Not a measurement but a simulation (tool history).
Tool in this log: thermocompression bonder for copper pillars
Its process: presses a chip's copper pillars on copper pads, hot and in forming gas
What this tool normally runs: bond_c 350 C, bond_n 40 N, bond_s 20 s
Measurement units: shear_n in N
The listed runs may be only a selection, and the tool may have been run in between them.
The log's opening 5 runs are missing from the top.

run   hour  bond_c  bond_n  bond_s  shear_n
  6   62.3     350      59      20     72.9
  7   73.1     350      59      20     74.1
  8   89.7     350      59      20     73.5
  9  106.2     350      59      20     73.4
 10  116.5     350      40      20     61.1
 11  131.2     350      25      20     47.9
 12  150.7     350      25      20     47.5
 13  164.5     350      45      20     64.7
 14  176.4     350      45      20     63.8
 15  186.6     350      45      20     63.8
 16  201.7     350      45      20       65
 17  218.5     350      45      20     64.3
 18  231.5     350      45      20     63.7
 19  249.8     350      45      20       64
 20  259.3     350      45      20     63.5
 21  270.3     330      60      51     79.1
 22    287     330      60      51     80.2
 23  301.2     337      26      14     35.6
 24  316.2     339      30      20     45.2
 25  325.8     359      31      60     82.2

Run 26 comes next. What will it give?
 26  334.7     344      27      20        ?

Run 26 yielded shear_n 46.1 N.
With the hidden condition absent and the run-to-run variation left alone, this run would have shown shear_n 47 N.

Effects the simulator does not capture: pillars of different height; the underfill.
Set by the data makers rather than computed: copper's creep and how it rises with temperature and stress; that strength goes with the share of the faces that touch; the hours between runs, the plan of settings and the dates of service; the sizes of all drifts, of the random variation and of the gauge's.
